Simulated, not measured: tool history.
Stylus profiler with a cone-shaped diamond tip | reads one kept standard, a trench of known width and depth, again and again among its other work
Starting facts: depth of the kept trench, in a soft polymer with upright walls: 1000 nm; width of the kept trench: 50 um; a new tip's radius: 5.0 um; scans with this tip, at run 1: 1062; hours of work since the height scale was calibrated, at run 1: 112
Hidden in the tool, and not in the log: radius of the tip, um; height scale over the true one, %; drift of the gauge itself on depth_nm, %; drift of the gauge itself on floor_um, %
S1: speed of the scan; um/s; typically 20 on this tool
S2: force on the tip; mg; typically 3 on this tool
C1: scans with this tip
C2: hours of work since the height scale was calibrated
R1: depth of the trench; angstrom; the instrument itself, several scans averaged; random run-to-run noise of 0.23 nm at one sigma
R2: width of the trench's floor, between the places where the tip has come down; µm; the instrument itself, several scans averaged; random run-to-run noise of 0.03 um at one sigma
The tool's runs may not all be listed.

run   hour  S1    S2    C1   C2       R1     R2
  1      0  20     3  1062  112  10099.7   43.5
  2   11.6  20     3  1135  120  10101.6  43.48
  3   19.1  20     3  1183  125  10099.9  43.52
  4   32.9  20   1.3  1271  135  10052.8  43.42
  5   44.3  20     3  1344  142  10098.9  43.44
  6   57.9  20     3  1430  151  10098.4  43.42
  7     74   6     3  1533  162  10097.5  43.39
  8   88.9   6     3  1628  172  10098.4   43.4
  9   96.8   6     3  1678  178    10099  43.36
 10  104.3   6     3  1726  183  10100.7  43.26
 11  118.6   6     3  1817  192  10095.3  43.33
 12  133.4  20     3  1911  202  10099.2  43.19
 13  144.1  20     3  1979  209    10096  43.26
 14  158.4  20     3  2070  219  10095.9  43.17
     160.3  -- height scale calibrated on a step standard
 15  175.1   9     3  2173   10  10090.7  43.17
 16  188.8  20  8.16  2260   19  10195.1  43.18
 17  199.1  20  8.16  2326   26  10190.9  43.07
 18  208.1  72  5.81  2383   32  10148.6  43.03
 19    223  20  2.72  2478   42  10084.4  43.08
 20  231.9  20  2.72  2534   48  10082.2  43.05
     243.7  -- height scale calibrated on a step standard, once more
 21  243.7  20  2.72  2607    0  10112.7     43
 22  254.6  20  2.72  2676    7  10105.5  42.97
 23  271.2  45     3  2782   19  10113.6  42.92
 24  287.5  12  3.77  2885   29  10125.3  42.94
 25    304  12  3.77  2990   41  10131.8  42.94
 26  316.1  71  3.98  3067   49    10135  42.79
 27  331.7  71  3.98  3166   59  10135.3   42.7
 28  340.3  71  3.98  3221   65  10132.7  42.74
 29  350.3  11  5.71  3285   72  10170.3  42.87
 30  361.1  43  8.02  3354   79  10212.1  42.82
 31  371.5  39  1.11  3420   86  10056.7  42.72
 32  382.2   6  5.71  3488   93  10165.8  42.84
 33  393.5   7   1.1  3560  101  10055.5  42.77
 34  403.2  16     3  3621  107  10108.2  42.75

For some of the steps in R1 from one run to the next: how much would appear even if the tool had no hidden state, given the settings, what came in and random variation, and how much remains for the hidden state plus any gauge scatter that the measured result and the result without hidden state don't share?
Run 14 -> 15: S1 20 -> 9, height scale calibrated on a step standard. R1 -5.2 angstrom: hidden state -6.7, all else +1.5.
Run 20 -> 21: height scale calibrated on a step standard, once more. R1 +30.5 angstrom: hidden state +25.7, all else +4.8.
Run 23 -> 24: S1 45 -> 12, S2 3 -> 3.77. R1 +11.7 angstrom: hidden state -0.6, all else +12.3.
Run 30 -> 31: S1 43 -> 39, S2 8.02 -> 1.11. R1 -155.4 angstrom: hidden state -0.3, all else -155.1.
Run 31 -> 32: S1 39 -> 6, S2 1.11 -> 5.71. R1 +109.1 angstrom: hidden state -0.3, all else +109.4.
Run 32 -> 33: S1 6 -> 7, S2 5.71 -> 1.1. R1 -110.3 angstrom: hidden state -0.3, all else -110.
